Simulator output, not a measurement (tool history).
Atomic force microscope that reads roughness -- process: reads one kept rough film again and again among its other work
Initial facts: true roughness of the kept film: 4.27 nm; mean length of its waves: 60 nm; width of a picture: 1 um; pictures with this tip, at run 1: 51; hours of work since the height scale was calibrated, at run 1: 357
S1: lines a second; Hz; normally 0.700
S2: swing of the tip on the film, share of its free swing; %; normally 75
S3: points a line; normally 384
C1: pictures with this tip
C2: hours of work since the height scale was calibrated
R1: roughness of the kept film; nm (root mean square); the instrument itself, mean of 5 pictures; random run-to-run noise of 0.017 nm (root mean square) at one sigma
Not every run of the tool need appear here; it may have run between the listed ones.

run,day,S1,S2,S3,C1,C2,R1
1,0.000,0.700,75,384,51,357,3.804
# day 1.504: new tip fitted
2,2.542,0.700,75,384,47,396,3.786
# day 4.229: new tip fitted
3,5.250,0.700,75,384,46,438,3.788
# day 6.929: new tip fitted
4,7.521,0.700,75,384,27,473,3.879
5,8.946,0.700,75,384,91,495,3.629
# day 9.667: new tip fitted
6,11.204,0.646,75,384,69,530,3.720
# day 12.442: new tip fitted
7,13.254,0.646,75,384,37,561,3.853
# day 13.450: height scale calibrated on a step standard
# day 15.154: new tip fitted
8,15.192,0.534,75,323,2,27,3.978
9,17.067,1.353,69,523,86,56,3.670
# day 17.792: new tip fitted
10,18.562,2.079,85,523,35,79,3.611
# day 19.425: height scale calibrated on a step standard, once more
# day 20.546: new tip fitted
11,20.867,2.694,75,804,15,22,3.744

3 options for the next run, each taken on its own from the tool as it stands now. Forecast them:
A,22.954,1.526,73,804,109,55,?
B,22.954,0.838,59,446,109,55,?
C,22.954,2.694,85,804,109,55,?

run,R1
A,3.588
B,3.640
C,3.350
Without the tool's hidden state the same runs would have given:
run,R1
A,3.981
B,4.038
C,3.717
